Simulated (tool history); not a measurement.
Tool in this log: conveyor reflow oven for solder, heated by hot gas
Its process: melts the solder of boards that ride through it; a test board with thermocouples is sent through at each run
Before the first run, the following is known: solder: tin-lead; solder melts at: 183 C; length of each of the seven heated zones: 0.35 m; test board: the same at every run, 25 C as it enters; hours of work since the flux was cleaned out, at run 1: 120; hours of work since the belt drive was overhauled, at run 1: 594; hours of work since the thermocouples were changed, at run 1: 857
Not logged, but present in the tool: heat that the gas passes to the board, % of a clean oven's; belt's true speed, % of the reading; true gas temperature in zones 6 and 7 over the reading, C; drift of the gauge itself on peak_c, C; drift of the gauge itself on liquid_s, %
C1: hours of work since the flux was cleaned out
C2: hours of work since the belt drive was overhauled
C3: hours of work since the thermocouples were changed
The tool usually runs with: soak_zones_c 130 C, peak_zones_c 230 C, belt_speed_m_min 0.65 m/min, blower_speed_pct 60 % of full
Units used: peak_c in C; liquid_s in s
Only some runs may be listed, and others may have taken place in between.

Run 1, hour 0: usual settings; C1 120; C2 594; C3 857. Result: peak_c 213.3 C, liquid_s 43.3 s.
Run 2, hour 9.2: usual settings; C1 128; C2 601; C3 864. Result: peak_c 213.6 C, liquid_s 43.9 s.
Run 3, hour 27.7: usual settings; C1 142; C2 616; C3 879. Result: peak_c 213.6 C, liquid_s 43.3 s.
Run 4, hour 39.7: usual settings but peak_zones_c 220 C; C1 152; C2 625; C3 889. Result: peak_c 204.8 C, liquid_s 36.7 s.
Run 5, hour 54.6: usual settings but peak_zones_c 220 C; C1 164; C2 637; C3 900. Result: peak_c 204.7 C, liquid_s 36.6 s.
Run 6, hour 69: usual settings but peak_zones_c 220 C; C1 175; C2 649; C3 912. Result: peak_c 204.3 C, liquid_s 36.5 s.
Run 7, hour 86.8: usual settings but peak_zones_c 220 C; C1 190; C2 663; C3 926. Result: peak_c 204.6 C, liquid_s 36.6 s.
Run 8, hour 95.5: usual settings but peak_zones_c 220 C; C1 196; C2 670; C3 933. Result: peak_c 204.7 C, liquid_s 36.2 s.
Run 9, hour 105.8: usual settings but peak_zones_c 220 C; C1 205; C2 678; C3 941. Result: peak_c 204.8 C, liquid_s 36.4 s.
Run 10, hour 122.4: usual settings; C1 218; C2 691; C3 955. Result: peak_c 213.4 C, liquid_s 43.5 s.
Run 11, hour 131.3: usual settings but soak_zones_c 118 C; C1 225; C2 698; C3 962. Result: peak_c 211.4 C, liquid_s 38.8 s.
Run 12, hour 143.8: usual settings but soak_zones_c 118 C, peak_zones_c 234 C; C1 235; C2 708; C3 972. Result: peak_c 214.7 C, liquid_s 41.5 s.
At hour 155.3: thermocouples of zones 6 and 7 changed.
Run 13, hour 156.1: usual settings but soak_zones_c 118 C, peak_zones_c 231 C; C1 243; C2 717; C3 1. Result: peak_c 212 C, liquid_s 39.6 s.
Run 14, hour 171.3: usual settings but soak_zones_c 118 C, peak_zones_c 231 C; C1 255; C2 729; C3 13. Result: peak_c 212.3 C, liquid_s 39.6 s.
Run 15, hour 189.8: usual settings but soak_zones_c 118 C, peak_zones_c 231 C; C1 270; C2 743; C3 28. Result: peak_c 212.1 C, liquid_s 39.7 s.
At hour 203.4: flux residue cleaned out of gas plates and filters.
Run 16, hour 203.4: usual settings but soak_zones_c 118 C, peak_zones_c 231 C; C1 0; C2 750; C3 34. Result: peak_c 212.2 C, liquid_s 39.7 s.
Run 17, hour 215.2: usual settings but soak_zones_c 118 C, peak_zones_c 231 C; C1 9; C2 760; C3 44. Result: peak_c 212.1 C, liquid_s 40.1 s.
Run 18, hour 233: usual settings but belt_speed_m_min 0.683 m/min; C1 24; C2 774; C3 58. Result: peak_c 211.6 C, liquid_s 40 s.
Run 19, hour 244.1: usual settings but soak_zones_c 144 C, belt_speed_m_min 0.609 m/min, blower_speed_pct 86 % of full; C1 32; C2 783; C3 67. Result: peak_c 222.9 C, liquid_s 59.2 s.
Run 20, hour 260.7: usual settings but blower_speed_pct 89 % of full; C1 46; C2 796; C3 80. Result: peak_c 220.9 C, liquid_s 49.9 s.
Run 21, hour 269: usual settings but peak_zones_c 233 C, belt_speed_m_min 0.703 m/min, blower_speed_pct 89 % of full; C1 52; C2 803; C3 87. Result: peak_c 221.6 C, liquid_s 46.4 s.
Run 22, hour 281.2: usual settings but peak_zones_c 233 C, belt_speed_m_min 0.575 m/min, blower_speed_pct 86 % of full; C1 62; C2 812; C3 97. Result: peak_c 225.3 C, liquid_s 60 s.
Run 23, hour 299.7: usual settings but peak_zones_c 233 C, belt_speed_m_min 0.575 m/min, blower_speed_pct 86 % of full; C1 77; C2 827; C3 111. Result: peak_c 225.5 C, liquid_s 60.1 s.
Run 24, hour 308.5: usual settings but belt_speed_m_min 0.573 m/min; C1 84; C2 834; C3 118. Result: peak_c 216.9 C, liquid_s 53.3 s.
Run 25, hour 322.3: usual settings but belt_speed_m_min 0.573 m/min; C1 95; C2 845; C3 129. Result: peak_c 216.8 C, liquid_s 53.6 s.
Run 26, hour 339.6: usual settings but belt_speed_m_min 0.573 m/min; C1 109; C2 859; C3 143. Result: peak_c 217.3 C, liquid_s 53.7 s.

Hidden condition of the tool, last listed run before each entry between runs versus first listed run after:
Runs 12 to 13: thermocouples of zones 6 and 7 changed (hour 155.3)
  true gas temperature in zones 6 and 7 over the reading, C: 0.07 -> 0
Runs 15 to 16: flux residue cleaned out of gas plates and filters (hour 203.4)
  heat that the gas passes to the board, % of a clean oven's: 99.8 -> 100
